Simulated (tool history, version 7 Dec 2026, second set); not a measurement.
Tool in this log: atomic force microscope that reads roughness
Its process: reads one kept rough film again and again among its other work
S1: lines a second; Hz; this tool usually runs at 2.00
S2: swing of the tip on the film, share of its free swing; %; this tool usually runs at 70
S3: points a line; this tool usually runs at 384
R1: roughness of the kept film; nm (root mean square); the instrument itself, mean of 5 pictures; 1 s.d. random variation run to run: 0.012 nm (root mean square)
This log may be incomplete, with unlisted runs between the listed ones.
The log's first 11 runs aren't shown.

run	hour	S1	S2	S3	R1
# hour 354.7: new tip fitted
12	383.1	1.90	70	384	2.925
# hour 420.0: new tip fitted
13	422.1	2.00	70	384	2.935
14	446.3	2.00	70	384	2.886
15	466.2	2.00	70	384	2.899
# hour 485.3: new tip fitted
16	487.9	0.50	70	384	3.109
17	522.5	2.00	61	384	3.001
# hour 549.2: new tip fitted
18	565.9	2.00	70	384	2.901
19	589.4	1.46	67	384	2.997
# hour 613.0: new tip fitted
20	613.0	2.00	70	384	2.907
21	650.0	2.00	70	384	2.922
# hour 679.3: new tip fitted
22	688.9	1.28	76	896	2.943
23	707.7	1.45	69	279	2.961
24	740.6	2.00	86	542	2.615
# hour 744.2: new tip fitted
25	764.2	2.00	86	542	2.624
26	790.8	2.83	70	500	2.794
# hour 810.0: new tip fitted
27	829.5	2.70	56	500	3.030
# hour 873.5: new tip fitted
28	873.5	0.61	67	509	3.110
29	891.4	0.61	67	509	3.124
30	920.9	0.61	67	509	3.091
# hour 938.9: new tip fitted
31	942.0	2.00	76	688	2.832
32	964.9	2.38	86	294	2.537
33	1001.0	2.38	86	294	2.523
# hour 1003.7: new tip fitted
34	1040.6	2.38	86	294	2.532
# hour 1070.6: new tip fitted
35	1071.3	1.21	66	512	3.051

4 options for the next run, each taken on its own from the tool as it stands now. Forecast them:
A	1091.7	2.00	72	384	?
B	1091.7	0.77	84	384	?
C	1091.7	1.21	80	512	?
D	1091.7	0.56	63	384	?

run	R1
A	2.890
B	2.971
C	2.893
D	3.127
What these runs would have given with no unlogged condition in the tool:
run	R1
A	2.892
B	2.974
C	2.896
D	3.130
